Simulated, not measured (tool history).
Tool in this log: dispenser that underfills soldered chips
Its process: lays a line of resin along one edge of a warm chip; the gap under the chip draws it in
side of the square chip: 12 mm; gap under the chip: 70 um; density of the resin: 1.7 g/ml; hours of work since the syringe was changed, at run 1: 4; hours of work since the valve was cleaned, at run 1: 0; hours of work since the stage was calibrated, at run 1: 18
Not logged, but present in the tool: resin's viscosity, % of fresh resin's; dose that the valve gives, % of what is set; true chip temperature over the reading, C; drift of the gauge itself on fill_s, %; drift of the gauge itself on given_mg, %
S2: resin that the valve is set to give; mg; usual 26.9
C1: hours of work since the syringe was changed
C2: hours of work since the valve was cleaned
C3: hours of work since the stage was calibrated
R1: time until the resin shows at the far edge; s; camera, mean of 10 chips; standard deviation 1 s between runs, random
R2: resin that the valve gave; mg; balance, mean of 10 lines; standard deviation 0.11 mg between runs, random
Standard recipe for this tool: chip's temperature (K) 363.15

run 1 hour=0 | chip's_temperature_(K)=363.15 S2=26.9 | C1=4 C2=0 C3=18 | R1=139.9 R2=26.85
run 2 hour=7 | chip's_temperature_(K)=363.15 S2=26.9 | C1=9 C2=5 C3=22 | R1=200.2 R2=26.73
-- hour=12.7 new syringe of resin
run 3 hour=16 | chip's_temperature_(K)=363.15 S2=26.9 | C1=2 C2=10 C3=28 | R1=117.2 R2=26.56
run 4 hour=27.6 | chip's_temperature_(K)=375.15 S2=26.9 | C1=10 C2=18 C3=35 | R1=143 R2=26.43
-- hour=31.4 new syringe of resin
run 5 hour=37 | chip's_temperature_(K)=375.15 S2=26.9 | C1=4 C2=24 C3=41 | R1=82.5 R2=26.38
run 6 hour=43.6 | chip's_temperature_(K)=375.15 S2=26.9 | C1=8 C2=28 C3=46 | R1=117.6 R2=26.11
-- hour=50.7 new syringe of resin
run 7 hour=53 | chip's_temperature_(K)=375.15 S2=26.9 | C1=2 C2=34 C3=52 | R1=71.7 R2=26.15
run 8 hour=60.8 | chip's_temperature_(K)=375.15 S2=26.9 | C1=7 C2=39 C3=57 | R1=106.9 R2=26.16
run 9 hour=68.4 | chip's_temperature_(K)=375.15 S2=23.5 | C1=12 C2=44 C3=62 | R1=169.8 R2=22.34
-- hour=69.7 new syringe of resin
run 10 hour=79.2 | chip's_temperature_(K)=363.15 S2=27.6 | C1=6 C2=51 C3=69 | R1=163.4 R2=26.49
-- hour=88.5 new syringe of resin
run 11 hour=91.3 | chip's_temperature_(K)=363.15 S2=26.9 | C1=2 C2=59 C3=76 | R1=116.3 R2=25.27
run 12 hour=98.4 | chip's_temperature_(K)=363.15 S2=26.9 | C1=6 C2=64 C3=81 | R1=167.4 R2=25.31
-- hour=106.8 new syringe of resin
run 13 hour=109.5 | chip's_temperature_(K)=363.15 S2=24.9 | C1=2 C2=71 C3=88 | R1=116.4 R2=23.32
run 14 hour=121.4 | chip's_temperature_(K)=363.15 S2=24.9 | C1=10 C2=78 C3=96 | R1=220.8 R2=23.26
-- hour=126 new syringe of resin
run 15 hour=127.6 | chip's_temperature_(K)=363.15 S2=24.9 | C1=1 C2=82 C3=100 | R1=109.8 R2=23.23
run 16 hour=138.2 | chip's_temperature_(K)=363.15 S2=24.9 | C1=8 C2=89 C3=107 | R1=201.3 R2=23.23
-- hour=144.5 new syringe of resin
run 17 hour=149.1 | chip's_temperature_(K)=363.15 S2=24.9 | C1=3 C2=96 C3=114 | R1=128.4 R2=22.9
run 18 hour=156.3 | chip's_temperature_(K)=363.15 S2=24.9 | C1=8 C2=101 C3=118 | R1=192.9 R2=22.93
-- hour=162.8 new syringe of resin
run 19 hour=162.9 | chip's_temperature_(K)=350.15 S2=24.5 | C1=0 C2=105 C3=123 | R1=169.8 R2=22.44
run 20 hour=169.5 | chip's_temperature_(K)=350.15 S2=24.5 | C1=4 C2=109 C3=127 | R1=249.9 R2=22.06
-- hour=177.1 dispensing valve cleaned and set on the balance
-- hour=182.2 new syringe of resin
run 21 hour=182.4 | chip's_temperature_(K)=350.15 S2=24.5 | C1=0 C2=3 C3=135 | R1=170.2 R2=24.46
run 22 hour=190.6 | chip's_temperature_(K)=366.15 S2=25 | C1=6 C2=9 C3=140 | R1=135.7 R2=24.89
-- hour=200.4 new syringe of resin
run 23 hour=200.4 | chip's_temperature_(K)=358.15 S2=31.4 | C1=0 C2=15 C3=146 | R1=113.7 R2=30.89
run 24 hour=208.7 | chip's_temperature_(K)=377.15 S2=29.5 | C1=5 C2=20 C3=152 | R1=88.2 R2=29.11
-- hour=219 new syringe of resin
run 25 hour=219.9 | chip's_temperature_(K)=349.15 S2=25.2 | C1=1 C2=27 C3=159 | R1=179.9 R2=24.51
run 26 hour=225.9 | chip's_temperature_(K)=374.15 S2=26.3 | C1=5 C2=31 C3=163 | R1=90.5 R2=25.46
run 27 hour=231.8 | chip's_temperature_(K)=365.15 S2=27.4 | C1=8 C2=35 C3=167 | R1=177.3 R2=26.5
-- hour=237.4 new syringe of resin
run 28 hour=242.2 | chip's_temperature_(K)=352.15 S2=28.3 | C1=3 C2=42 C3=173 | R1=195.4 R2=27.5
run 29 hour=253.6 | chip's_temperature_(K)=359.15 S2=23.6 | C1=11 C2=49 C3=181 | R1=285.6 R2=22.64
-- hour=255.9 new syringe of resin
run 30 hour=263.4 | chip's_temperature_(K)=359.15 S2=23.6 | C1=5 C2=56 C3=187 | R1=178.8 R2=22.32

For run 31, what comes out?
run 31 hour=270.5 | chip's_temperature_(K)=356.15 S2=27.8 | C1=10 C2=60 C3=192 | R1=? R2=?

For run 31 the tool returned R1 283.2 s, R2 26.47 mg.
The same run, on a tool lacking any hidden state, would have yielded R1 126.6 s, R2 27.9 mg.
